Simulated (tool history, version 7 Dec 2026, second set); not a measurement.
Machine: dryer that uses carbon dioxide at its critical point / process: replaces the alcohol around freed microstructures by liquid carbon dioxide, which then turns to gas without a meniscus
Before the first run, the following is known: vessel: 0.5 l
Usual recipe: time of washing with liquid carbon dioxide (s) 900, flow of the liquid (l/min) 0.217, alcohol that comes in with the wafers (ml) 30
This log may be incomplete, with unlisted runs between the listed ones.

run   hour  time of washing with liquid carbon dioxide (s)  flow of the liquid (l/min)  alcohol that comes in with the wafers (ml)  alcohol left in the vessel before it's heated (ppm by volume)
  1      0                                             900                       0.217                                          30                                                            322
  2   25.7                                             900                       0.217                                          30                                                            329
  3   48.5                                             900                       0.217                                          30                                                            317
  4   69.6                                             900                       0.217                                          30                                                            345
  5   80.9                                             900                       0.166                                          30                                                           1124
  6   98.4                                             900                       0.217                                          25                                                            291
  7  110.5                                             900                       0.217                                          30                                                            346
  8  127.7                                             900                       0.217                                          24                                                            294
  9  150.3                                             900                       0.217                                          24                                                            300
 10  172.3                                             900                       0.217                                          24                                                            304
 11  196.4                                             900                       0.217                                          24                                                            313
 12  212.8                                             900                       0.217                                          30                                                            376
 13  230.4                                             900                       0.164                                          30                                                           1303
 14  252.6                                            1140                       0.217                                          30                                                            131
 15  265.9                                            1140                       0.217                                          30                                                            139
 16  289.6                                            1140                       0.217                                          30                                                            138
 17  309.7                                             900                       0.217                                          50                                                            653
 18    326                                             900                       0.217                                          50                                                            654
 19  340.8                                             900                       0.217                                          50                                                            682
 20    367                                             900                       0.217                                          32                                                            471
 21  384.3                                             720                       0.217                                          54                                                           1950
 22  395.9                                             720                       0.182                                          33                                                           2334
 23  416.1                                             960                       0.328                                          91                                                            108
 24  428.9                                             960                       0.328                                          91                                                            118
 25  448.5                                             900                       0.301                                          30                                                            132
 26  459.9                                             900                       0.182                                          60                                                           2007
 27  484.4                                             900                       0.362                                          35                                                             87
 28  495.3                                            1020                       0.192                                          23                                                            410
 29  510.1                                             900                       0.217                                          43                                                            691
 30  534.7                                            1080                       0.217                                          43                                                            311
     555.8  -- inlet filter changed
 31  556.4                                             780                       0.217                                         119                                                           1999
 32    578                                             780                       0.163                                          48                                                           2899
 33  598.2                                             780                       0.347                                          22                                                            102
 34  619.4                                             780                       0.347                                          22                                                            105
 35  640.7                                             780                       0.347                                          22                                                            106
 36    658                                             720                       0.343                                          53                                                            184
 37  682.7                                             540                       0.313                                          53                                                           1003
 38  701.2                                             540                       0.313                                          53                                                           1048

Some steps in alcohol left in the vessel before it's heated (ppm by volume), run to run, broken into two amounts with sign: the step expected even without the hidden condition (settings, incoming material, random variation), and the rest, left for the hidden condition together with whatever gauge scatter is not in both the measured and the hidden-condition-free result:
Hidden state at play: flow that reaches the vessel past the clogged filter, %; alcohol in the recycled carbon dioxide, ppm; drift of the gauge itself on alcohol_ppm, %.
Run 22 -> 23: time of washing with liquid carbon dioxide (s) 720 -> 960, flow of the liquid (l/min) 0.182 -> 0.328, alcohol that comes in with the wafers (ml) 33 -> 91. alcohol left in the vessel before it's heated (ppm by volume) -2226: hidden state -652, all else -1574.
Run 25 -> 26: flow of the liquid (l/min) 0.301 -> 0.182, alcohol that comes in with the wafers (ml) 30 -> 60. alcohol left in the vessel before it's heated (ppm by volume) +1875: hidden state +727, all else +1148.
Run 26 -> 27: flow of the liquid (l/min) 0.182 -> 0.362, alcohol that comes in with the wafers (ml) 60 -> 35. alcohol left in the vessel before it's heated (ppm by volume) -1920: hidden state -747, all else -1173.
Run 32 -> 33: flow of the liquid (l/min) 0.163 -> 0.347, alcohol that comes in with the wafers (ml) 48 -> 22. alcohol left in the vessel before it's heated (ppm by volume) -2797: hidden state -106, all else -2691.

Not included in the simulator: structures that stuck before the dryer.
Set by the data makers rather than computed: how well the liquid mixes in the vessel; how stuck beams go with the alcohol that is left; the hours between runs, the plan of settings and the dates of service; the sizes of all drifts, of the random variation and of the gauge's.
